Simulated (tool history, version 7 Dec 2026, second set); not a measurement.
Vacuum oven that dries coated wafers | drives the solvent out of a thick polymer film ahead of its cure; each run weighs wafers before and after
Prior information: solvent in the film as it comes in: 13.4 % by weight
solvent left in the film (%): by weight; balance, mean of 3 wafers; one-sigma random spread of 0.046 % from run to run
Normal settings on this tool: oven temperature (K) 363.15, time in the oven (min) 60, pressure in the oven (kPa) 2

run	hour	oven temperature (K)	time in the oven (min)	pressure in the oven (kPa)	solvent left in the film (%)
1	0	363.15	60	2	2.24
2	57.7	363.15	60	2	2.24
3	150.1	363.15	60	2	2.26
4	192.6	363.15	60	2	2.27
5	247	363.15	60	2	2.26
6	295	363.15	60	2	2.38
7	384.5	363.15	60	2	2.29
8	444.5	363.15	60	2	2.32
9	505	363.15	60	2	2.33
10	573.7	371.15	59	3.48	1.74
11	628.9	371.15	59	3.48	1.72
12	705.3	378.15	65	5.59	1.69
# hour 773.9: vacuum gauge cleaned of residue and calibrated
13	791.6	355.15	77	2	3.19
14	849.8	348.15	60	2.3	5.96
15	918.8	356.15	60	1.54	3.57
16	1010.7	374.15	60	2	0.84
17	1070.4	362.15	96	2	1.41

Alternative continuations, all from the tool just after run 17; predict every row:
A	1117.8	362.15	60	5.96	?
B	1117.8	372.15	34	6.7	?
C	1117.8	362.15	82	1.76	?

run	solvent left in the film (%)
A	4.12
B	3.6
C	1.6
Without the tool's hidden state the same runs would have given:
run	solvent left in the film (%)
A	4
B	3.5
C	1.51
